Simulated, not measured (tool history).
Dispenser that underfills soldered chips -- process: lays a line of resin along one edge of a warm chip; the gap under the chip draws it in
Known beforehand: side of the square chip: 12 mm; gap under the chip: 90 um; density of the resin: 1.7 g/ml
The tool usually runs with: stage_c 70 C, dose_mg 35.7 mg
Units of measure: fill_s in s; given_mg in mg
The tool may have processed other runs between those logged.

run 1 hour=0.0 | stage_c=70 dose_mg=35.7 | fill_s=79.3 given_mg=35.25
run 2 hour=3.7 | stage_c=79 dose_mg=35.7 | fill_s=64.5 given_mg=34.86
run 3 hour=6.6 | stage_c=70 dose_mg=31.3 | fill_s=99.5 given_mg=30.79
run 4 hour=9.3 | stage_c=70 dose_mg=31.3 | fill_s=73.3 given_mg=30.76
run 5 hour=11.4 | stage_c=70 dose_mg=31.3 | fill_s=78.6 given_mg=30.45
run 6 hour=14.9 | stage_c=70 dose_mg=31.3 | fill_s=87.7 given_mg=30.57
run 7 hour=19.0 | stage_c=70 dose_mg=31.3 | fill_s=98.7 given_mg=30.82
run 8 hour=23.2 | stage_c=70 dose_mg=31.3 | fill_s=73.9 given_mg=30.51
run 9 hour=29.0 | stage_c=70 dose_mg=31.3 | fill_s=83.3 given_mg=31.19
run 10 hour=32.8 | stage_c=80 dose_mg=45.5 | fill_s=62.3 given_mg=45.31
run 11 hour=37.8 | stage_c=70 dose_mg=41.5 | fill_s=70.9 given_mg=41.66
run 12 hour=40.3 | stage_c=56 dose_mg=40.8 | fill_s=137.2 given_mg=40.27
run 13 hour=42.6 | stage_c=81 dose_mg=44.8 | fill_s=54.4 given_mg=44.29

Not shown: 4 entries that the log had between the listed runs. Between which runs, and how does the tool's hidden state differ before and after?
Logged between run 3 and run 4: new syringe of resin (hour 9.1)
  resin's viscosity, % of fresh resin's: 137.8 -> 102.3; dose that the valve gives, % of what is set: 98.01 -> 97.9; true chip temperature over the reading, C: -0.19 -> -0.2
  difference, measured minus the result without the unlogged condition, fill_s: +28.0 -> +2.6 s; given_mg: -0.63 -> -0.67 mg
Logged between run 7 and run 8: new syringe of resin (hour 22.6)
  resin's viscosity, % of fresh resin's: 134.8 -> 101.5; dose that the valve gives, % of what is set: 97.43 -> 97.25
  difference, measured minus the result without the unlogged condition, fill_s: +26.5 -> +2.2 s; given_mg: -0.81 -> -0.86 mg
Logged between run 8 and run 9: dispensing valve cleaned and set on the balance (hour 25.0)
  resin's viscosity, % of fresh resin's: 101.5 -> 116.4; dose that the valve gives, % of what is set: 97.25 -> 99.77; true chip temperature over the reading, C: -0.22 -> -0.23
  difference, measured minus the result without the unlogged condition, fill_s: +2.2 -> +12.4 s; given_mg: -0.86 -> -0.07 mg
Logged between run 10 and run 11: new syringe of resin (hour 37.3)
  resin's viscosity, % of fresh resin's: 129.7 -> 102.5; dose that the valve gives, % of what is set: 99.57 -> 99.35; true chip temperature over the reading, C: -0.24 -> -0.25
  difference, measured minus the result without the unlogged condition, fill_s: +14.7 -> +2.4 s; given_mg: -0.20 -> -0.28 mg

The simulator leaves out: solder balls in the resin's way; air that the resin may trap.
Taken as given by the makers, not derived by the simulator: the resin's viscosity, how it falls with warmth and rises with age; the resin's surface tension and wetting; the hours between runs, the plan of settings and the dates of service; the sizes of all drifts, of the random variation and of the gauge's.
